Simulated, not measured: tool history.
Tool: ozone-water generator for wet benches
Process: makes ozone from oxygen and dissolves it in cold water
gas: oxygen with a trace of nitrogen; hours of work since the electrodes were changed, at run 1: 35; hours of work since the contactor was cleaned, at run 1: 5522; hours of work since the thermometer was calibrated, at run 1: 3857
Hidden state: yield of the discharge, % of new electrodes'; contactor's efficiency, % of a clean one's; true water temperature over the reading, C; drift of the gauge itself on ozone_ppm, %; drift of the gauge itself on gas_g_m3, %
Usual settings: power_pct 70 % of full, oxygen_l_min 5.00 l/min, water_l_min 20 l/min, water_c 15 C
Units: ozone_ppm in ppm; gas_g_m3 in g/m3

run    hour  power_pct  oxygen_l_min  water_l_min  water_c  hours of work since the electrodes were changed  hours of work since the contactor was cleaned  hours of work since the thermometer was calibrated  ozone_ppm  gas_g_m3
  1     0.0         70          5.00           20       15                                               35                                           5522                                                3857       17.0     187.8
  2    70.4         70          5.00           20       15                                               84                                           5572                                                3906       16.9     190.1
  3   120.4         70          5.00           20       15                                              119                                           5607                                                3941       16.6     189.3
  4   186.7         70          5.00           22       15                                              166                                           5653                                                3987       15.2     189.1
  5   241.5         70          5.00           22       15                                              204                                           5691                                                4026       15.5     189.3
  6   296.4         70          5.00           22       15                                              242                                           5730                                                4064       15.3     190.1
  7   364.0         70          5.00           22       15                                              290                                           5777                                                4111       15.4     189.7
  8   416.7         70          5.00           20       15                                              327                                           5814                                                4148       16.5     188.7
  9   476.8         70          5.00           20       15                                              369                                           5856                                                4190       16.6     189.0
 10   527.4         70          5.00           20       23                                              404                                           5891                                                4226       14.7     188.0
 11   600.8         70          5.00           20       23                                              455                                           5943                                                4277       14.6     187.4
 12   665.2         70          3.92           20       23                                              500                                           5988                                                4322       15.1     220.0
 13   726.8         70          3.92           20        8                                              543                                           6031                                                4365       18.0     218.6
 14   771.5         70          3.92           20        8                                              575                                           6062                                                4396       17.8     218.4
 15   838.5         70          5.00           20       10                                              622                                           6109                                                4443       17.5     188.8
 16   899.4         70          5.00           20       15                                              664                                           6151                                                4486       16.3     187.9
 17   937.9         57          5.00           20       15                                              691                                           6178                                                4513       14.4     162.2
 18  1012.0         57          3.54           26       15                                              743                                           6230                                                4565       10.9     202.7
 19  1056.2         48          3.15           26        7                                              774                                           6261                                                4595       10.1     194.2
 20  1127.4         48          3.15           26        7                                              824                                           6311                                                4645       10.4     194.2
 21  1182.7         48          5.26           26       11                                              862                                           6350                                                4684       10.3     141.2
 22  1252.2         48          4.91           26       18                                              911                                           6398                                                4733        9.7     147.0
 23  1315.1         48          4.91           26       18                                              955                                           6442                                                4777        9.6     146.2
 24  1356.5         54          4.91           26       13                                              984                                           6471                                                4805       11.2     158.9
 25  1404.3         62          3.38           22       10                                             1017                                           6505                                                4839       14.3     217.8
 26  1441.8         62          3.38           22        9                                             1043                                           6531                                                4865       14.4     218.9
 27  1475.3         62          7.37           22       18                                             1067                                           6554                                                4889       12.9     135.6
 28  1518.4         70          5.00           31       10                                             1097                                           6584                                                4919       11.3     184.2
 29  1553.1         70          5.00           31       10                                             1121                                           6609                                                4943       11.3     183.8
 30  1599.2         70          5.00           31       10                                             1154                                           6641                                                4975       11.1     185.9
 31  1664.8         49          3.41           20       16                                             1199                                           6687                                                5021       12.9     184.5
 32  1699.3         70          2.74           29       15                                             1224                                           6711                                                5045       10.7     268.1

3 ways to go on from here, each from the tool as it stands after run 32. What would each give?
     1733.3  -- water thermometer calibrated
  A  1777.6         61          5.00           20       14                                             1278                                           6765                                                  31          ?         ?
     1733.3  -- water thermometer calibrated
  B  1777.6         70          2.74           14        9                                             1278                                           6765                                                  31          ?         ?
     1733.3  -- water thermometer calibrated
  C  1777.6         70          4.81           15       15                                             1278                                           6765                                                  31          ?         ?

run  ozone_ppm  gas_g_m3
  A       15.1     170.0
  B       24.0     267.7
  C       20.8     189.0
Without the tool's hidden state the same runs would have given:
run  ozone_ppm  gas_g_m3
  A       16.3     173.2
  B       25.8     273.2
  C       22.5     192.9
